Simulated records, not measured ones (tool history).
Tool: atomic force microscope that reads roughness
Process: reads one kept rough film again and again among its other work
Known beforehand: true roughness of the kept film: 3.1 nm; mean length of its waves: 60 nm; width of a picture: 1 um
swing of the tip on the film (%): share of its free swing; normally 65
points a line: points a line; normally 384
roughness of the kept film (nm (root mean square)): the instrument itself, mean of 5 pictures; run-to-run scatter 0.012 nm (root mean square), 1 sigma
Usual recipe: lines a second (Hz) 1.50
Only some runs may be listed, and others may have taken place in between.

run,day,lines a second (Hz),swing of the tip on the film (%),points a line,roughness of the kept film (nm (root mean square))
1,0.000,1.50,65,384,2.884
2,0.954,3.02,65,384,2.698
3,1.725,1.50,56,384,2.821
4,2.383,1.50,56,384,2.796
5,3.825,1.50,56,384,2.877
6,5.242,1.50,69,384,2.708
7,6.183,1.50,69,384,2.858
8,7.258,1.50,69,384,2.801
9,8.592,1.50,65,384,2.734
10,9.333,1.50,65,384,2.873
11,10.579,1.50,65,384,2.815
12,11.267,1.50,65,384,2.765
13,12.121,1.50,65,384,2.697
14,13.225,1.50,65,384,2.863
15,14.367,1.50,65,384,2.784
16,15.688,1.50,65,456,2.889
17,16.808,1.50,65,456,2.806
18,17.621,1.50,65,456,2.765
19,18.796,3.69,68,917,2.613
20,19.646,2.73,71,445,2.621
21,20.704,0.76,65,992,2.808
22,21.471,2.22,65,888,2.632
23,22.142,0.91,89,384,2.723
24,23.012,1.50,65,281,2.796
25,23.838,0.58,71,622,2.794
26,25.129,1.50,83,447,2.666
27,26.442,3.98,65,384,2.582
28,27.508,1.22,74,512,2.651
29,28.950,1.22,74,512,2.755
30,29.821,1.50,64,307,2.780
31,31.046,1.50,65,582,2.886
32,32.233,1.50,65,582,2.804
33,33.612,2.71,65,384,2.614
34,34.258,3.09,65,384,2.745

Not shown here: 13 entries made in the log between runs. Locate each between two listed runs and compare the hidden state at the listed run before it with the hidden state at the listed run after it:
Runs 4 to 5: new tip fitted (day 3.146)
  radius of the tip, nm: 23.8 -> 12.5; height scale over the true one, %: 0.16 -> 0.19
  difference, measured minus the result without the unlogged condition, roughness of the kept film (nm (root mean square)): -0.151 -> -0.047
Runs 6 to 7: new tip fitted (day 6.183)
  radius of the tip, nm: 22 -> 7.6; height scale over the true one, %: 0.21 -> 0.23
  difference, measured minus the result without the unlogged condition, roughness of the kept film (nm (root mean square)): -0.129 -> +0.002
Runs 9 to 10: new tip fitted (day 9.275)
  radius of the tip, nm: 24.2 -> 7.5; height scale over the true one, %: 0.27 -> 0.28
  difference, measured minus the result without the unlogged condition, roughness of the kept film (nm (root mean square)): -0.149 -> +0.003
Runs 11 to 12: height scale calibrated on a step standard (day 10.704)
  radius of the tip, nm: 16.5 -> 20.6; height scale over the true one, %: 0.3 -> 0.51
  difference, measured minus the result without the unlogged condition, roughness of the kept film (nm (root mean square)): -0.079 -> -0.110
Runs 13 to 14: new tip fitted (day 12.442)
  radius of the tip, nm: 26.8 -> 12.6; height scale over the true one, %: 0.52 -> 0.54
  difference, measured minus the result without the unlogged condition, roughness of the kept film (nm (root mean square)): -0.162 -> -0.037
Runs 15 to 16: height scale calibrated on a step standard, once more (day 14.529); new tip fitted (day 15.529)
  radius of the tip, nm: 20 -> 8.2; height scale over the true one, %: 0.56 -> -0.02
  difference, measured minus the result without the unlogged condition, roughness of the kept film (nm (root mean square)): -0.105 -> -0.012
Runs 18 to 19: new tip fitted (day 18.575)
  radius of the tip, nm: 21.4 -> 9.3; height scale over the true one, %: 0.02 -> 0.03
  difference, measured minus the result without the unlogged condition, roughness of the kept film (nm (root mean square)): -0.132 -> -0.019
Runs 22 to 23: new tip fitted (day 21.679)
  radius of the tip, nm: 28.4 -> 10.4; height scale over the true one, %: 0.08 -> 0.09
  difference, measured minus the result without the unlogged condition, roughness of the kept film (nm (root mean square)): -0.184 -> -0.028
Runs 25 to 26: new tip fitted (day 24.742)
  radius of the tip, nm: 22 -> 9.7; height scale over the true one, %: 0.12 -> 0.14
  difference, measured minus the result without the unlogged condition, roughness of the kept film (nm (root mean square)): -0.135 -> -0.020
Runs 28 to 29: new tip fitted (day 27.821)
  radius of the tip, nm: 26.6 -> 15.6; height scale over the true one, %: 0.19 -> 0.21
  difference, measured minus the result without the unlogged condition, roughness of the kept film (nm (root mean square)): -0.167 -> -0.073
Runs 30 to 31: new tip fitted (day 30.862)
  radius of the tip, nm: 21.3 -> 8; height scale over the true one, %: 0.23 -> 0.25
  difference, measured minus the result without the unlogged condition, roughness of the kept film (nm (root mean square)): -0.125 -> -0.002
Runs 33 to 34: new tip fitted (day 33.921)
  radius of the tip, nm: 25.2 -> 9.5; height scale over the true one, %: 0.29 -> 0.3
  difference, measured minus the result without the unlogged condition, roughness of the kept film (nm (root mean square)): -0.150 -> -0.014
